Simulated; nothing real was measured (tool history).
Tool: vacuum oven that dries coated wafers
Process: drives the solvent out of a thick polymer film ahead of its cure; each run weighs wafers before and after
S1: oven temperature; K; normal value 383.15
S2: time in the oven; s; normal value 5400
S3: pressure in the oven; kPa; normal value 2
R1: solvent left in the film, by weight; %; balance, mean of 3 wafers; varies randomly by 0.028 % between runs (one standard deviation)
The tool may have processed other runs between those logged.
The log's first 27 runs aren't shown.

{"run": 28, "hour": 547.8, "S1": 369.15, "S2": 5400, "S3": 2, "R1": 4.47}
{"run": 29, "hour": 568.0, "S1": 375.15, "S2": 6660, "S3": 2.68, "R1": 2.94}
{"run": 30, "hour": 581.6, "S1": 394.15, "S2": 6060, "S3": 3.97, "R1": 1.53}
{"run": 31, "hour": 602.0, "S1": 383.15, "S2": 4680, "S3": 6.76, "R1": 4.23}
{"run": 32, "hour": 616.0, "S1": 391.15, "S2": 7080, "S3": 1.55, "R1": 0.73}
{"run": 33, "hour": 635.0, "S1": 391.15, "S2": 2820, "S3": 1.34, "R1": 1.6}
{"run": 34, "hour": 649.4, "S1": 380.15, "S2": 2820, "S3": 1.34, "R1": 3.62}
{"run": 35, "hour": 672.9, "S1": 380.15, "S2": 2820, "S3": 1.34, "R1": 3.71}
{"run": 36, "hour": 685.1, "S1": 380.15, "S2": 7560, "S3": 1.34, "R1": 1.18}
{"run": 37, "hour": 713.2, "S1": 398.15, "S2": 8280, "S3": 6.26, "R1": 2.07}
{"run": 38, "hour": 732.0, "S1": 383.15, "S2": 5280, "S3": 2, "R1": 1.69}
{"run": 39, "hour": 750.8, "S1": 383.15, "S2": 5280, "S3": 2, "R1": 1.73}
{"run": 40, "hour": 775.6, "S1": 383.15, "S2": 5280, "S3": 2, "R1": 1.7}
{"run": 41, "hour": 790.4, "S1": 383.15, "S2": 5280, "S3": 2, "R1": 1.74}

Predict each of these 5 candidate next runs independently; none follows another, all start after run 41:
{"run": "A", "hour": 816.4, "S1": 379.15, "S2": 6720, "S3": 1.6, "R1": "?"}
{"run": "B", "hour": 816.4, "S1": 383.15, "S2": 5520, "S3": 2, "R1": "?"}
{"run": "C", "hour": 816.4, "S1": 389.15, "S2": 3240, "S3": 7.77, "R1": "?"}
{"run": "D", "hour": 816.4, "S1": 383.15, "S2": 5400, "S3": 2.76, "R1": "?"}
{"run": "E", "hour": 816.4, "S1": 395.15, "S2": 5400, "S3": 2, "R1": "?"}

run=A R1=1.65
run=B R1=1.66
run=C R1=4.12
run=D R1=2.06
run=E R1=0.78
With the hidden condition removed and each run's random variation left untouched, the same runs would have given:
run=A R1=1.51
run=B R1=1.53
run=C R1=4
run=D R1=1.93
run=E R1=0.7

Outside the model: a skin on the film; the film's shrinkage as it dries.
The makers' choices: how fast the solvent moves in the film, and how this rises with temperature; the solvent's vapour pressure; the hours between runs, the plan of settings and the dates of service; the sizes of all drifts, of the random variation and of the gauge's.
